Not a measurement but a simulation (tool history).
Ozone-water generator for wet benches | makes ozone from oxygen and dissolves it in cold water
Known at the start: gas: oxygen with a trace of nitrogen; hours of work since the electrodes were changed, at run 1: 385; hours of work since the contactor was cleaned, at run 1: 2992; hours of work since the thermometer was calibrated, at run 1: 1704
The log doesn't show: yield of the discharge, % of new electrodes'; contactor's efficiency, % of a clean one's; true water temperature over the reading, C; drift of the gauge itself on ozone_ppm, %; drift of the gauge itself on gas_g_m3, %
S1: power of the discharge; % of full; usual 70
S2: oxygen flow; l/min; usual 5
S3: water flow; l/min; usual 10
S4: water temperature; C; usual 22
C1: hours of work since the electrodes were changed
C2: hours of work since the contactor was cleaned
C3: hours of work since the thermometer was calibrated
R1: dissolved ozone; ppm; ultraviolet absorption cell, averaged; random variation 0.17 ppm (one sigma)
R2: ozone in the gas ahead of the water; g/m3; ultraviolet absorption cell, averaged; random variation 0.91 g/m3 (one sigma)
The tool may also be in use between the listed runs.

Run 1, hour 0: usual settings; C1 385; C2 2992; C3 1704. Result: R1 22.9 ppm, R2 154.5 g/m3.
Run 2, hour 42.1: usual settings but S4 14 C; C1 416; C2 3023; C3 1735. Result: R1 26.6 ppm, R2 154.2 g/m3.
Run 3, hour 87.5: usual settings but S4 14 C; C1 449; C2 3056; C3 1768. Result: R1 26.8 ppm, R2 151.1 g/m3.
Run 4, hour 119.2: usual settings but S4 14 C; C1 472; C2 3079; C3 1791. Result: R1 27.1 ppm, R2 151.1 g/m3.
Run 5, hour 165.2: usual settings; C1 505; C2 3112; C3 1824. Result: R1 22.9 ppm, R2 151 g/m3.
Run 6, hour 197.2: usual settings; C1 528; C2 3135; C3 1847. Result: R1 23 ppm, R2 150.4 g/m3.
Run 7, hour 235.2: usual settings; C1 556; C2 3163; C3 1875. Result: R1 22.9 ppm, R2 151.7 g/m3.
Run 8, hour 256.3: usual settings but S4 26 C; C1 571; C2 3178; C3 1890. Result: R1 20.9 ppm, R2 150.4 g/m3.
Run 9, hour 289.7: usual settings; C1 596; C2 3203; C3 1915. Result: R1 23.3 ppm, R2 150.4 g/m3.
Run 10, hour 315.6: usual settings; C1 615; C2 3222; C3 1934. Result: R1 23.1 ppm, R2 150.6 g/m3.
Run 11, hour 346.2: usual settings but S1 63 % of full; C1 637; C2 3244; C3 1956. Result: R1 21.5 ppm, R2 143.9 g/m3.
Run 12, hour 378.4: usual settings but S1 57 % of full; C1 660; C2 3267; C3 1979. Result: R1 20.5 ppm, R2 135.7 g/m3.
Run 13, hour 413.2: usual settings but S1 57 % of full; C1 686; C2 3293; C3 2005. Result: R1 20.9 ppm, R2 134.8 g/m3.
Run 14, hour 447.4: usual settings but S3 11 l/min; C1 711; C2 3318; C3 2030. Result: R1 21.7 ppm, R2 150.2 g/m3.
At hour 484: contactor cleaned.
Run 15, hour 484: usual settings but S3 11 l/min; C1 734; C2 0; C3 2053. Result: R1 21.7 ppm, R2 149.4 g/m3.
Run 16, hour 519.4: usual settings but S3 11 l/min; C1 760; C2 26; C3 2079. Result: R1 21.5 ppm, R2 150.3 g/m3.
Run 17, hour 563.2: usual settings but S1 61 % of full, S2 6.72 l/min, S4 24 C; C1 792; C2 58; C3 2111. Result: R1 19 ppm, R2 118.5 g/m3.
Run 18, hour 607.9: usual settings but S1 61 % of full, S2 6.72 l/min, S4 18 C; C1 824; C2 90; C3 2143. Result: R1 21.9 ppm, R2 118.1 g/m3.
Run 19, hour 637.7: usual settings but S4 28 C; C1 846; C2 112; C3 2165. Result: R1 20.5 ppm, R2 149.8 g/m3.
Run 20, hour 678: usual settings but S4 19 C; C1 875; C2 141; C3 2194. Result: R1 24.6 ppm, R2 149.4 g/m3.
Run 21, hour 712.1: usual settings but S2 6.32 l/min, S3 11 l/min; C1 900; C2 166; C3 2219. Result: R1 20.8 ppm, R2 131.4 g/m3.
Run 22, hour 744.5: usual settings but S1 65 % of full, S2 2.5 l/min, S3 8 l/min; C1 924; C2 190; C3 2243. Result: R1 28.1 ppm, R2 213.7 g/m3.
Run 23, hour 786.1: usual settings but S3 13 l/min, S4 19 C; C1 954; C2 220; C3 2273. Result: R1 20.5 ppm, R2 150.8 g/m3.
Run 24, hour 811.6: usual settings but S3 13 l/min, S4 19 C; C1 973; C2 238; C3 2292. Result: R1 20.5 ppm, R2 151.5 g/m3.
Run 25, hour 840.8: usual settings but S1 88 % of full, S4 25 C; C1 994; C2 260; C3 2313. Result: R1 24.6 ppm, R2 168.6 g/m3.
Run 26, hour 865.3: usual settings but S1 74 % of full, S2 5.66 l/min, S4 19 C; C1 1012; C2 278; C3 2331. Result: R1 24.5 ppm, R2 143.7 g/m3.
Run 27, hour 890.4: usual settings but S1 52 % of full, S2 5.66 l/min, S4 27 C; C1 1030; C2 296; C3 2349. Result: R1 17 ppm, R2 119.3 g/m3.
Run 28, hour 923.5: usual settings but S1 55 % of full, S2 8.61 l/min, S3 7 l/min, S4 26 C; C1 1054; C2 320; C3 2373. Result: R1 18.4 ppm, R2 96.2 g/m3.
Run 29, hour 958.4: usual settings but S2 6.63 l/min, S4 15 C; C1 1080; C2 345; C3 2399. Result: R1 25.2 ppm, R2 126.8 g/m3.
Run 30, hour 992.2: usual settings but S2 5.73 l/min, S3 15 l/min, S4 16 C; C1 1104; C2 370; C3 2423. Result: R1 19.1 ppm, R2 137 g/m3.
Run 31, hour 1011.5: usual settings but S2 5.73 l/min, S3 15 l/min, S4 16 C; C1 1118; C2 384; C3 2437. Result: R1 19.5 ppm, R2 137.8 g/m3.
Run 32, hour 1045.1: usual settings but S4 28 C; C1 1143; C2 408; C3 2462. Result: R1 20.4 ppm, R2 146.8 g/m3.

Forecast each of these 5 alternatives for the next run:
Run A, hour 1092.2: usual settings but S4 21 C; C1 1177; C2 443; C3 2496. Result: R1 ?, R2 ?.
Run B, hour 1092.2: usual settings but S2 4.65 l/min; C1 1177; C2 443; C3 2496. Result: R1 ?, R2 ?.
Run C, hour 1092.2: usual settings but S3 15 l/min; C1 1177; C2 443; C3 2496. Result: R1 ?, R2 ?.
Run D, hour 1092.2: usual settings but S2 4.95 l/min; C1 1177; C2 443; C3 2496. Result: R1 ?, R2 ?.
Run E, hour 1092.2: usual settings but S1 96 % of full, S2 3.19 l/min, S4 25 C; C1 1177; C2 443; C3 2496. Result: R1 ?, R2 ?.

run    R1     R2
  A  23.6  149.8
  B  23.1  153.4
  C  17.5    148
  D  23.3  148.5
  E  27.5  225.9
Without the tool's hidden state the same runs would have given:
run    R1     R2
  A  23.6  154.3
  B  23.1    158
  C  17.6  152.4
  D  23.3    153
  E  27.5  232.7
